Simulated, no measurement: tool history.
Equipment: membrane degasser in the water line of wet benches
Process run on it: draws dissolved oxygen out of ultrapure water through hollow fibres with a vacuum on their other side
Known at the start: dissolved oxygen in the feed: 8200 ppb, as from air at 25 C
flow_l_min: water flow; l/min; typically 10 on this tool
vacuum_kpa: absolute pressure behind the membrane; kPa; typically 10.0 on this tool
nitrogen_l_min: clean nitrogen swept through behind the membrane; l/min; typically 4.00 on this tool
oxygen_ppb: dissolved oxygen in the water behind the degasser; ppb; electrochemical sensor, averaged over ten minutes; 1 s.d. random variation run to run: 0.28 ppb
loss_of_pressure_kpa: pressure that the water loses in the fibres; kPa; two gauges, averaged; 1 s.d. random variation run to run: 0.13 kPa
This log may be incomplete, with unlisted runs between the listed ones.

run 1 day=0.000 | flow_l_min=10 vacuum_kpa=10.0 nitrogen_l_min=4.00 | oxygen_ppb=47.1 loss_of_pressure_kpa=26.65
run 2 day=2.767 | flow_l_min=10 vacuum_kpa=10.0 nitrogen_l_min=4.00 | oxygen_ppb=47.6 loss_of_pressure_kpa=26.62
run 3 day=5.379 | flow_l_min=10 vacuum_kpa=10.0 nitrogen_l_min=4.00 | oxygen_ppb=47.9 loss_of_pressure_kpa=26.59
run 4 day=7.438 | flow_l_min=10 vacuum_kpa=10.0 nitrogen_l_min=4.00 | oxygen_ppb=47.9 loss_of_pressure_kpa=26.74
run 5 day=9.821 | flow_l_min=16 vacuum_kpa=10.0 nitrogen_l_min=4.00 | oxygen_ppb=92.9 loss_of_pressure_kpa=42.67
run 6 day=11.438 | flow_l_min=16 vacuum_kpa=10.0 nitrogen_l_min=4.00 | oxygen_ppb=94.1 loss_of_pressure_kpa=42.48
run 7 day=14.817 | flow_l_min=10 vacuum_kpa=10.0 nitrogen_l_min=3.77 | oxygen_ppb=50.1 loss_of_pressure_kpa=26.78
run 8 day=16.512 | flow_l_min=10 vacuum_kpa=10.0 nitrogen_l_min=3.77 | oxygen_ppb=50.3 loss_of_pressure_kpa=26.60
run 9 day=18.754 | flow_l_min=10 vacuum_kpa=10.0 nitrogen_l_min=2.11 | oxygen_ppb=85.3 loss_of_pressure_kpa=26.55
run 10 day=21.471 | flow_l_min=10 vacuum_kpa=10.0 nitrogen_l_min=5.47 | oxygen_ppb=35.9 loss_of_pressure_kpa=26.75
run 11 day=24.508 | flow_l_min=10 vacuum_kpa=10.0 nitrogen_l_min=4.00 | oxygen_ppb=47.7 loss_of_pressure_kpa=26.68
run 12 day=26.100 | flow_l_min=10 vacuum_kpa=10.0 nitrogen_l_min=4.00 | oxygen_ppb=47.7 loss_of_pressure_kpa=26.89
run 13 day=28.429 | flow_l_min=10 vacuum_kpa=10.0 nitrogen_l_min=4.00 | oxygen_ppb=48.1 loss_of_pressure_kpa=26.51
run 14 day=31.867 | flow_l_min=10 vacuum_kpa=10.0 nitrogen_l_min=4.00 | oxygen_ppb=47.7 loss_of_pressure_kpa=26.85
run 15 day=34.700 | flow_l_min=10 vacuum_kpa=10.0 nitrogen_l_min=4.00 | oxygen_ppb=47.6 loss_of_pressure_kpa=26.61
run 16 day=37.900 | flow_l_min=10 vacuum_kpa=10.0 nitrogen_l_min=4.00 | oxygen_ppb=47.6 loss_of_pressure_kpa=26.83
run 17 day=41.079 | flow_l_min=10 vacuum_kpa=10.0 nitrogen_l_min=4.00 | oxygen_ppb=48.2 loss_of_pressure_kpa=26.72
run 18 day=44.304 | flow_l_min=10 vacuum_kpa=10.0 nitrogen_l_min=4.00 | oxygen_ppb=47.9 loss_of_pressure_kpa=26.69
run 19 day=46.883 | flow_l_min=10 vacuum_kpa=10.0 nitrogen_l_min=4.00 | oxygen_ppb=48.0 loss_of_pressure_kpa=26.85
run 20 day=50.133 | flow_l_min=8 vacuum_kpa=10.2 nitrogen_l_min=2.16 | oxygen_ppb=68.5 loss_of_pressure_kpa=21.58
run 21 day=52.992 | flow_l_min=8 vacuum_kpa=10.2 nitrogen_l_min=2.16 | oxygen_ppb=68.9 loss_of_pressure_kpa=21.41
run 22 day=55.233 | flow_l_min=10 vacuum_kpa=6.8 nitrogen_l_min=11.71 | oxygen_ppb=12.2 loss_of_pressure_kpa=26.73
run 23 day=57.658 | flow_l_min=10 vacuum_kpa=8.6 nitrogen_l_min=5.20 | oxygen_ppb=31.7 loss_of_pressure_kpa=26.92
run 24 day=61.179 | flow_l_min=10 vacuum_kpa=6.9 nitrogen_l_min=10.65 | oxygen_ppb=13.5 loss_of_pressure_kpa=26.81
run 25 day=63.429 | flow_l_min=10 vacuum_kpa=10.0 nitrogen_l_min=4.19 | oxygen_ppb=46.6 loss_of_pressure_kpa=26.93
run 26 day=66.221 | flow_l_min=10 vacuum_kpa=10.0 nitrogen_l_min=4.19 | oxygen_ppb=46.2 loss_of_pressure_kpa=26.77
run 27 day=69.171 | flow_l_min=10 vacuum_kpa=14.3 nitrogen_l_min=4.00 | oxygen_ppb=75.9 loss_of_pressure_kpa=26.81
run 28 day=70.808 | flow_l_min=13 vacuum_kpa=16.9 nitrogen_l_min=4.00 | oxygen_ppb=126.4 loss_of_pressure_kpa=34.95
run 29 day=72.571 | flow_l_min=13 vacuum_kpa=16.9 nitrogen_l_min=4.00 | oxygen_ppb=124.7 loss_of_pressure_kpa=35.09
run 30 day=75.967 | flow_l_min=8 vacuum_kpa=7.5 nitrogen_l_min=4.00 | oxygen_ppb=24.3 loss_of_pressure_kpa=21.54
run 31 day=77.458 | flow_l_min=9 vacuum_kpa=18.8 nitrogen_l_min=1.71 | oxygen_ppb=207.7 loss_of_pressure_kpa=23.96
run 32 day=79.142 | flow_l_min=10 vacuum_kpa=6.5 nitrogen_l_min=2.59 | oxygen_ppb=37.2 loss_of_pressure_kpa=26.79
-- day=80.379 seals of the vacuum lines changed
run 33 day=81.821 | flow_l_min=10 vacuum_kpa=6.5 nitrogen_l_min=2.59 | oxygen_ppb=36.1 loss_of_pressure_kpa=26.89

Predict each of these 3 candidate next runs independently; none follows another, all start after run 33:
run A day=83.596 | flow_l_min=10 vacuum_kpa=12.8 nitrogen_l_min=2.20 | oxygen_ppb=? loss_of_pressure_kpa=?
run B day=83.596 | flow_l_min=10 vacuum_kpa=11.8 nitrogen_l_min=6.02 | oxygen_ppb=? loss_of_pressure_kpa=?
run C day=83.596 | flow_l_min=10 vacuum_kpa=6.5 nitrogen_l_min=7.00 | oxygen_ppb=? loss_of_pressure_kpa=?

run=A oxygen_ppb=111.2 loss_of_pressure_kpa=26.90
run=B oxygen_ppb=40.6 loss_of_pressure_kpa=26.85
run=C oxygen_ppb=16.3 loss_of_pressure_kpa=27.08
Had the tool no hidden state, the same runs would have come out as:
run=A oxygen_ppb=109.9 loss_of_pressure_kpa=26.37
run=B oxygen_ppb=39.7 loss_of_pressure_kpa=26.32
run=C oxygen_ppb=15.5 loss_of_pressure_kpa=26.55
